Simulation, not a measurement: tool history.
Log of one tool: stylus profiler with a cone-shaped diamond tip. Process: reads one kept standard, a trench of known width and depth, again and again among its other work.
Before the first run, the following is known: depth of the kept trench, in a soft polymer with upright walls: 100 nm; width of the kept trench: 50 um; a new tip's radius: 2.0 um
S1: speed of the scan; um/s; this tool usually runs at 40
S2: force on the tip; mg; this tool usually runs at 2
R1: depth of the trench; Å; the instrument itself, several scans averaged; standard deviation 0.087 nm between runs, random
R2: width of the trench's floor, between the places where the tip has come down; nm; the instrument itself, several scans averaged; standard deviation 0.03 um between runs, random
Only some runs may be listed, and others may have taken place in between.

{"run": 1, "hour": 0.0, "S1": 40, "S2": 2, "R1": 1015.3, "R2": 48570}
{"run": 2, "hour": 18.2, "S1": 34, "S2": 2, "R1": 1015.5, "R2": 48540}
{"run": 3, "hour": 36.0, "S1": 16, "S2": 2, "R1": 1014.9, "R2": 48660}
{"run": 4, "hour": 45.4, "S1": 72, "S2": 2, "R1": 1015.7, "R2": 48430}
{"run": 5, "hour": 68.2, "S1": 48, "S2": 2, "R1": 1016.3, "R2": 48560}
{"run": 6, "hour": 80.1, "S1": 48, "S2": 2, "R1": 1015.8, "R2": 48500}
{"run": 7, "hour": 100.3, "S1": 48, "S2": 2, "R1": 1014.5, "R2": 48510}
{"run": 8, "hour": 116.9, "S1": 48, "S2": 2, "R1": 1014.6, "R2": 48520}
{"run": 9, "hour": 127.9, "S1": 40, "S2": 2, "R1": 1016.3, "R2": 48510}
{"run": 10, "hour": 138.9, "S1": 40, "S2": 2, "R1": 1014.5, "R2": 48560}
{"run": 11, "hour": 154.8, "S1": 40, "S2": 2, "R1": 1015.3, "R2": 48570}
{"run": 12, "hour": 177.7, "S1": 40, "S2": 0.79, "R1": 1009.4, "R2": 48440}
{"run": 13, "hour": 197.7, "S1": 40, "S2": 0.79, "R1": 1007.9, "R2": 48410}
{"run": 14, "hour": 211.2, "S1": 40, "S2": 0.79, "R1": 1008.6, "R2": 48500}
{"run": 15, "hour": 221.1, "S1": 46, "S2": 5.03, "R1": 1027.3, "R2": 48610}
{"run": 16, "hour": 236.1, "S1": 46, "S2": 5.03, "R1": 1027.8, "R2": 48570}
{"run": 17, "hour": 245.9, "S1": 111, "S2": 2.81, "R1": 1020.2, "R2": 48300}
{"run": 18, "hour": 268.6, "S1": 82, "S2": 2, "R1": 1015, "R2": 48390}
{"run": 19, "hour": 281.6, "S1": 17, "S2": 3.73, "R1": 1022.7, "R2": 48660}
{"run": 20, "hour": 290.8, "S1": 17, "S2": 3.73, "R1": 1024.4, "R2": 48740}
{"run": 21, "hour": 302.4, "S1": 99, "S2": 4.97, "R1": 1028.3, "R2": 48490}
{"run": 22, "hour": 319.3, "S1": 40, "S2": 0.75, "R1": 1007.5, "R2": 48410}
{"run": 23, "hour": 340.9, "S1": 40, "S2": 0.75, "R1": 1006.4, "R2": 48450}
{"run": 24, "hour": 350.6, "S1": 40, "S2": 0.75, "R1": 1007.2, "R2": 48430}
{"run": 25, "hour": 369.5, "S1": 40, "S2": 0.75, "R1": 1009, "R2": 48470}

What if the next run were any one of these 4? Each begins from the tool's condition after run 25:
{"run": "A", "hour": 389.8, "S1": 16, "S2": 1.11, "R1": "?", "R2": "?"}
{"run": "B", "hour": 389.8, "S1": 140, "S2": 2, "R1": "?", "R2": "?"}
{"run": "C", "hour": 389.8, "S1": 93, "S2": 4.16, "R1": "?", "R2": "?"}
{"run": "D", "hour": 389.8, "S1": 19, "S2": 0.75, "R1": "?", "R2": "?"}

run=A R1=1010 R2=48640
run=B R1=1013.4 R2=48140
run=C R1=1024.5 R2=48470
run=D R1=1008.5 R2=48570
With no hidden state in the tool, these same runs would have given:
run=A R1=1009.9 R2=48650
run=B R1=1013.3 R2=48150
run=C R1=1024.4 R2=48480
run=D R1=1008.4 R2=48580
